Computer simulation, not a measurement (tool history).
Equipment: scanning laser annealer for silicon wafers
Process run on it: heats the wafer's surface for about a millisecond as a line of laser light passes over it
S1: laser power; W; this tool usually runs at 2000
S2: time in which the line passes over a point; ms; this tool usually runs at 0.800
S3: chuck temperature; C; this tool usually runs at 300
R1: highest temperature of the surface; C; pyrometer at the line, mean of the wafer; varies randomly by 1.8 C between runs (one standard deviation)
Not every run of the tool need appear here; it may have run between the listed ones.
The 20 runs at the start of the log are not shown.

run	hour	S1	S2	S3	R1
21	545.1	1949	0.800	298	1047
22	563.9	2113	0.800	325	1151
23	590.7	1944	0.610	287	949
24	618.1	2140	0.719	326	1125
25	637.9	2143	0.719	326	1128
26	667.0	2143	0.719	326	1126
27	693.3	2089	0.690	300	1063
28	716.5	2052	0.885	316	1151
29	743.5	2170	0.885	290	1183
30	764.7	2170	0.885	290	1182
31	799.5	2170	0.885	290	1182
32	827.9	1895	0.601	305	941
# hour 837.7: window over the wafer cleaned
33	857.5	2000	0.845	304	1096
34	878.3	2000	0.912	333	1156
35	901.4	2058	0.926	296	1154
36	923.5	2058	0.926	296	1154
37	946.5	2085	0.727	269	1050
38	978.8	2085	0.727	269	1046
39	999.9	2165	0.866	269	1151
40	1025.8	2000	0.979	300	1150

What if the next run were any one of these 4? Each begins from the tool's condition after run 40:
A	1056.5	1716	0.979	306	?
B	1056.5	2000	0.656	303	?
C	1056.5	1782	0.976	271	?
D	1056.5	1907	0.979	282	?

run	R1
A	1013
B	1011
C	1008
D	1083
Stripped of hidden state, with their random variation kept, the same runs would have yielded:
run	R1
A	1014
B	1011
C	1008
D	1084
